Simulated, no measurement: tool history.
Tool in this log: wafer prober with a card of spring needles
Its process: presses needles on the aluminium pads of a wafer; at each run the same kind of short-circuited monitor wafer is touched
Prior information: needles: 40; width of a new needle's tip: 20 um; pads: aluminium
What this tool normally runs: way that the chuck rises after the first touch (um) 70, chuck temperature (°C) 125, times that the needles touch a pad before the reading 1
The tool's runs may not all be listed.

run    hour  way that the chuck rises after the first touch (um)  chuck temperature (°C)  times that the needles touch a pad before the reading  resistance of one needle with its contact and lead (mohm)  way that a needle slides on the pad (um)
  1       0                                                   70                     125                                                      1                                                        249                                     18.17
        5.5  -- tips cleaned on abrasive film
       12.8  -- tips cleaned on abrasive film
         20  -- tips cleaned on abrasive film
       29.1  -- tips cleaned on abrasive film
       36.4  -- tips cleaned on abrasive film
  2      37                                                   70                     125                                                      1                                                        247                                     18.07
       44.3  -- tips cleaned on abrasive film
       53.4  -- tips cleaned on abrasive film
       60.7  -- tips cleaned on abrasive film
       69.7  -- tips cleaned on abrasive film
         77  -- tips cleaned on abrasive film
  3    83.1                                                   70                     125                                                      1                                                        255                                     18.12
         85  -- tips cleaned on abrasive film
       94.1  -- tips cleaned on abrasive film
      103.2  -- tips cleaned on abrasive film
      112.3  -- tips cleaned on abrasive film
      119.5  -- tips cleaned on abrasive film
  4   120.8                                                   70                     125                                                      1                                                        254                                     17.96
      128.1  -- tips cleaned on abrasive film
      137.2  -- tips cleaned on abrasive film
      146.3  -- tips cleaned on abrasive film
      155.3  -- tips cleaned on abrasive film
  5   158.8                                                   70                     125                                                      1                                                        255                                        18
      164.2  -- tips cleaned on abrasive film
      173.3  -- tips cleaned on abrasive film
      180.6  -- tips cleaned on abrasive film
      189.7  -- tips cleaned on abrasive film
      198.7  -- tips cleaned on abrasive film
      207.8  -- tips cleaned on abrasive film
      215.1  -- tips cleaned on abrasive film
      222.5  -- tips cleaned on abrasive film
  6   222.5                                                   70                     125                                                      1                                                        251                                     17.84
      231.6  -- tips cleaned on abrasive film
      238.9  -- tips cleaned on abrasive film
        248  -- tips cleaned on abrasive film
      255.2  -- tips cleaned on abrasive film
      262.5  -- tips cleaned on abrasive film
      269.8  -- tips cleaned on abrasive film
  7   276.1                                                   70                     125                                                      2                                                        254                                     17.86
        278  -- tips cleaned on abrasive film
      285.3  -- tips cleaned on abrasive film
      294.4  -- tips cleaned on abrasive film
      301.6  -- tips cleaned on abrasive film
  8   307.8                                                   70                      96                                                      1                                                        242                                     18.03
      309.7  -- tips cleaned on abrasive film
      318.8  -- tips cleaned on abrasive film
      326.1  -- tips cleaned on abrasive film
      333.4  -- tips cleaned on abrasive film
      342.4  -- tips cleaned on abrasive film
      349.7  -- tips cleaned on abrasive film
  9   351.8                                                   70                     125                                                      2                                                        249                                     17.85
      357.3  -- tips cleaned on abrasive film
      364.6  -- tips cleaned on abrasive film
      373.7  -- tips cleaned on abrasive film
        374  -- height of the first contact set anew
      383.1  -- tips cleaned on abrasive film
 10   384.3                                                   78                     125                                                      1                                                        249                                     19.97
      391.6  -- tips cleaned on abrasive film
      400.6  -- tips cleaned on abrasive film
      407.9  -- tips cleaned on abrasive film
        417  -- tips cleaned on abrasive film
      426.1  -- tips cleaned on abrasive film
      433.3  -- tips cleaned on abrasive film
      442.4  -- tips cleaned on abrasive film
 11   447.5                                                   78                     125                                                      1                                                        252                                     19.81
      451.2  -- tips cleaned on abrasive film
      460.2  -- tips cleaned on abrasive film
      467.5  -- tips cleaned on abrasive film
      476.6  -- tips cleaned on abrasive film
      484.6  -- tips cleaned on abrasive film
 12   484.6                                                   70                     125                                                      1                                                        251                                     17.97
      493.7  -- tips cleaned on abrasive film
      502.8  -- tips cleaned on abrasive film
      511.9  -- tips cleaned on abrasive film
      519.1  -- tips cleaned on abrasive film
      528.2  -- tips cleaned on abrasive film
      535.5  -- tips cleaned on abrasive film
 13   542.6                                                   70                      68                                                      1                                                        236                                     17.86
      544.5  -- tips cleaned on abrasive film
      553.6  -- tips cleaned on abrasive film
      562.6  -- tips cleaned on abrasive film
      571.7  -- tips cleaned on abrasive film
      580.8  -- tips cleaned on abrasive film
      588.1  -- tips cleaned on abrasive film
 14   595.2                                                   85                      82                                                      1                                                        239                                     21.64
      597.1  -- tips cleaned on abrasive film
      604.4  -- tips cleaned on abrasive film
      613.4  -- tips cleaned on abrasive film
      620.7  -- tips cleaned on abrasive film
      629.8  -- tips cleaned on abrasive film
      638.9  -- tips cleaned on abrasive film
 15   641.6                                                   61                      31                                                      1                                                        230                                     15.52
      647.1  -- tips cleaned on abrasive film
      654.3  -- tips cleaned on abrasive film
      663.4  -- tips cleaned on abrasive film
      670.7  -- tips cleaned on abrasive film
      679.3  -- tips cleaned on abrasive film
 16   679.3                                                   78                      68                                                      3                                                        238                                     19.81
      682.9  -- gauge calibrated
      688.4  -- tips cleaned on abrasive film
      695.7  -- tips cleaned on abrasive film
      704.7  -- tips cleaned on abrasive film
        712  -- tips cleaned on abrasive film
 17   714.8                                                   78                      31                                                      2                                                        228                                     20.15
      720.3  -- tips cleaned on abrasive film
      729.4  -- tips cleaned on abrasive film
      738.4  -- tips cleaned on abrasive film
      747.5  -- tips cleaned on abrasive film
      756.6  -- tips cleaned on abrasive film
      763.9  -- tips cleaned on abrasive film
 18   763.9                                                   78                      31                                                      2                                                        229                                     20.15
      771.2  -- tips cleaned on abrasive film
      778.5  -- tips cleaned on abrasive film
      787.6  -- tips cleaned on abrasive film
      794.9  -- tips cleaned on abrasive film
      803.9  -- tips cleaned on abrasive film
      811.2  -- tips cleaned on abrasive film
 19   813.1                                                   78                      93                                                      2                                                        239                                     20.03
        817  -- height of the first contact set anew
      818.8  -- tips cleaned on abrasive film
      826.1  -- tips cleaned on abrasive film
      833.4  -- tips cleaned on abrasive film
      842.5  -- tips cleaned on abrasive film
      854.5  -- card fitted with new needles
      861.8  -- tips cleaned on abrasive film
        869  -- tips cleaned on abrasive film
      878.1  -- tips cleaned on abrasive film
 20   878.1                                                   84                      47                                                      2                                                        228                                     21.57
      887.2  -- tips cleaned on abrasive film
      894.4  -- tips cleaned on abrasive film
      903.5  -- tips cleaned on abrasive film
      910.8  -- tips cleaned on abrasive film
      918.1  -- tips cleaned on abrasive film
      927.1  -- tips cleaned on abrasive film
      936.2  -- tips cleaned on abrasive film
 21   941.6                                                   84                      47                                                      2                                                        232                                     21.65
      945.3  -- tips cleaned on abrasive film
      952.5  -- tips cleaned on abrasive film
      961.6  -- tips cleaned on abrasive film
      970.3  -- tips cleaned on abrasive film
 22   970.3                                                   84                      73                                                      2                                                        235                                     21.43
      979.4  -- tips cleaned on abrasive film
      988.5  -- tips cleaned on abrasive film
      997.6  -- tips cleaned on abrasive film
     1006.6  -- tips cleaned on abrasive film
     1015.7  -- tips cleaned on abrasive film
     1024.8  -- tips cleaned on abrasive film
     1033.9  -- tips cleaned on abrasive film
 23    1035                                                   84                      73                                                      2                                                        236                                     21.47
     1042.3  -- tips cleaned on abrasive film
     1049.5  -- tips cleaned on abrasive film
     1058.6  -- tips cleaned on abrasive film
     1067.7  -- tips cleaned on abrasive film
     1076.8  -- tips cleaned on abrasive film
 24  1077.5                                                   55                     125                                                      1                                                        254                                     14.04

Hidden state or all else? Some run-to-run changes of way that a needle slides on the pad (um), split into what the settings, what came in and random variation would give without the hidden state, and what is left for the hidden state (with any gauge scatter that isn't in both results):
Hidden state present: debris on the tips, nm; way that the needles fall short of the set height, um; tips' diameter, um; drift of the gauge itself on contact_mohm, %; drift of the gauge itself on scrub_um, %.
Run 14 -> 15: way that the chuck rises after the first touch (um) 85 -> 61, chuck temperature (°C) 82 -> 31, tips cleaned on abrasive film, tips cleaned on abrasive film, tips cleaned on abrasive film, tips cleaned on abrasive film, tips cleaned on abrasive film, tips cleaned on abrasive film. way that a needle slides on the pad (um) -6.12: hidden state +0.09, all else -6.21.
Run 15 -> 16: way that the chuck rises after the first touch (um) 61 -> 78, chuck temperature (°C) 31 -> 68, times that the needles touch a pad before the reading 1 -> 3, tips cleaned on abrasive film, tips cleaned on abrasive film, tips cleaned on abrasive film, tips cleaned on abrasive film, tips cleaned on abrasive film. way that a needle slides on the pad (um) +4.29: hidden state -0.12, all else +4.41.
Run 16 -> 17: chuck temperature (°C) 68 -> 31, times that the needles touch a pad before the reading 3 -> 2, gauge calibrated, tips cleaned on abrasive film, tips cleaned on abrasive film, tips cleaned on abrasive film, tips cleaned on abrasive film. way that a needle slides on the pad (um) +0.34: hidden state +0.39, all else -0.05.
Run 23 -> 24: way that the chuck rises after the first touch (um) 84 -> 55, chuck temperature (°C) 73 -> 125, times that the needles touch a pad before the reading 2 -> 1, tips cleaned on abrasive film, tips cleaned on abrasive film, tips cleaned on abrasive film, tips cleaned on abrasive film, tips cleaned on abrasive film. way that a needle slides on the pad (um) -7.43: hidden state +0.05, all else -7.48.
